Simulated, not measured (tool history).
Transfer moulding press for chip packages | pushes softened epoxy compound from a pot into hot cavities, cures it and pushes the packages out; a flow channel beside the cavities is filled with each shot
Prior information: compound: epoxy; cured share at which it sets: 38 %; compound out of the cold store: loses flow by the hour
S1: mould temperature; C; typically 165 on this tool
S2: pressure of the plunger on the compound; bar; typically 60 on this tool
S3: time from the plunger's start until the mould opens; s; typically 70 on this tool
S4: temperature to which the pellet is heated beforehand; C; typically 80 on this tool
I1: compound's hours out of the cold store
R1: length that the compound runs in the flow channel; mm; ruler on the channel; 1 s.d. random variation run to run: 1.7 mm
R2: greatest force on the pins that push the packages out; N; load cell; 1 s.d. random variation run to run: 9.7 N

Run 1, day 0: usual settings; I1 42.7. Result: R1 697 mm, R2 454 N.
Run 2, day 0.633: usual settings; I1 22.2. Result: R1 757 mm, R2 576 N.
Run 3, day 1.258: usual settings; I1 43.7. Result: R1 689 mm, R2 595 N.
Run 4, day 1.575: usual settings; I1 38.3. Result: R1 708 mm, R2 627 N.
Run 5, day 1.925: usual settings but S1 159 C; I1 33.9. Result: R1 726 mm, R2 943 N.
At day 2.2: cavities cleaned with cleaning compound and waxed.
Run 6, day 2.588: usual settings; I1 43.5. Result: R1 685 mm, R2 797 N.
Run 7, day 3.075: usual settings; I1 18.8. Result: R1 763 mm, R2 895 N.
Run 8, day 3.517: usual settings but S1 167 C; I1 42. Result: R1 684 mm, R2 724 N.
At day 4.062: cavities cleaned with cleaning compound and waxed, once more.
Run 9, day 4.321: usual settings but S1 167 C; I1 31.4. Result: R1 716 mm, R2 445 N.
Run 10, day 4.642: usual settings but S1 166 C; I1 22.4. Result: R1 747 mm, R2 500 N.
Run 11, day 5.138: usual settings but S2 47.1 bar; I1 10.1. Result: R1 698 mm, R2 604 N.
Run 12, day 5.762: usual settings but S2 47.1 bar; I1 43.9. Result: R1 603 mm, R2 588 N.
At day 6.312: cavities cleaned with cleaning compound and waxed.
Run 13, day 6.312: usual settings but S2 47.1 bar; I1 39.2. Result: R1 611 mm, R2 449 N.
Run 14, day 6.688: usual settings; I1 29.1. Result: R1 721 mm, R2 526 N.
Run 15, day 7.367: usual settings but S4 72 C; I1 37.2. Result: R1 697 mm, R2 599 N.
Run 16, day 7.9: usual settings but S4 72 C; I1 40.3. Result: R1 687 mm, R2 653 N.
Run 17, day 8.454: usual settings but S1 158 C, S2 50 bar, S3 68 s, S4 87 C; I1 14.7. Result: R1 711 mm, R2 1201 N.
At day 8.583: cavities cleaned with cleaning compound and waxed.
Run 18, day 9.162: usual settings but S1 158 C, S2 50 bar, S3 68 s, S4 87 C; I1 23.1. Result: R1 683 mm, R2 877 N.
Run 19, day 9.475: usual settings but S2 66.6 bar; I1 10.3. Result: R1 817 mm, R2 610 N.
Run 20, day 10.071: usual settings but S2 66.6 bar; I1 28.6. Result: R1 755 mm, R2 658 N.
Run 21, day 10.388: usual settings but S1 160 C, S2 72.1 bar, S3 85 s; I1 33.5. Result: R1 777 mm, R2 570 N.
At day 10.842: cavities cleaned with cleaning compound and waxed.
Run 22, day 10.971: usual settings but S1 160 C, S2 72.1 bar, S3 85 s; I1 17.3. Result: R1 835 mm, R2 444 N.
At day 11.608: plunger's sealing rings changed.
Run 23, day 11.608: usual settings but S1 160 C, S2 62.4 bar, S3 88 s, S4 89 C; I1 45.3. Result: R1 717 mm, R2 438 N.
Run 24, day 11.996: usual settings but S1 170 C; I1 47.9. Result: R1 679 mm, R2 441 N.
Run 25, day 12.558: usual settings but S1 170 C, S4 86 C; I1 13. Result: R1 788 mm, R2 482 N.
At day 13.179: cavities cleaned with cleaning compound and waxed.
Run 26, day 13.179: usual settings but S1 161 C, S2 70 bar; I1 35.5. Result: R1 786 mm, R2 585 N.
Run 27, day 13.521: usual settings but S1 173 C, S2 48.3 bar, S3 57 s, S4 77 C; I1 38.5. Result: R1 629 mm, R2 527 N.
Run 28, day 14.067: usual settings but S1 172 C; I1 27.6. Result: R1 731 mm, R2 425 N.

5 ways to go on from here, each from the tool as it stands after run 28. What would each give?
Run A, day 14.638: usual settings but S1 172 C, S2 57.3 bar, S3 85 s, S4 89 C; I1 28.8. Result: R1 ?, R2 ?.
Run B, day 14.638: usual settings but S1 173 C, S2 49 bar, S4 74 C; I1 14.1. Result: R1 ?, R2 ?.
Run C, day 14.638: usual settings but S1 172 C, S3 82 s; I1 20. Result: R1 ?, R2 ?.
Run D, day 14.638: usual settings but S2 67.9 bar, S3 81 s; I1 44.3. Result: R1 ?, R2 ?.
Run E, day 14.638: usual settings but S1 157 C, S2 72.3 bar, S3 62 s; I1 42.3. Result: R1 ?, R2 ?.

run   R1    R2
  A  712   390
  B  698   446
  C  756   400
  D  734   476
  E  781  1317
What these runs would have given with no unlogged condition in the tool:
run   R1   R2
  A  719  289
  B  705  324
  C  763  296
  D  741  346
  E  788  944
